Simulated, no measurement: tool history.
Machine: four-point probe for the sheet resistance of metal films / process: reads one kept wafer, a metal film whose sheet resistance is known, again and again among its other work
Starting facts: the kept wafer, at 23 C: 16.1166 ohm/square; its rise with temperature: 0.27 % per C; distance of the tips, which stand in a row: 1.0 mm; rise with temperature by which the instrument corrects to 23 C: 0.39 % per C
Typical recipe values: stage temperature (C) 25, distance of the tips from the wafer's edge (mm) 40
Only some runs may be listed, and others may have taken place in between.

run	hour	stage temperature (C)	distance of the tips from the wafer's edge (mm)	sheet resistance as the instrument gives it (ohm/square)
1	0.0	25	40	16.136479
2	25.5	25	40	16.137091
3	54.4	25	40	16.130657
4	76.7	28	40	16.075834
5	101.4	28	40	16.077502
# hour 114.5: stage's thermometer calibrated
6	123.3	19	40	16.237088
7	144.8	33	40	15.971619
8	157.3	33	40	15.969147
9	174.5	33	8	16.099668
10	193.3	34	6	16.181392
11	223.9	34	6	16.187269

Run 12 is up next; what results do you expect?
12	241.0	19	8	?

Run 12 yielded sheet resistance as the instrument gives it (ohm/square) 16.361786.
Had the tool carried no hidden state, the very same run would have given sheet resistance as the instrument gives it (ohm/square) 16.330694.

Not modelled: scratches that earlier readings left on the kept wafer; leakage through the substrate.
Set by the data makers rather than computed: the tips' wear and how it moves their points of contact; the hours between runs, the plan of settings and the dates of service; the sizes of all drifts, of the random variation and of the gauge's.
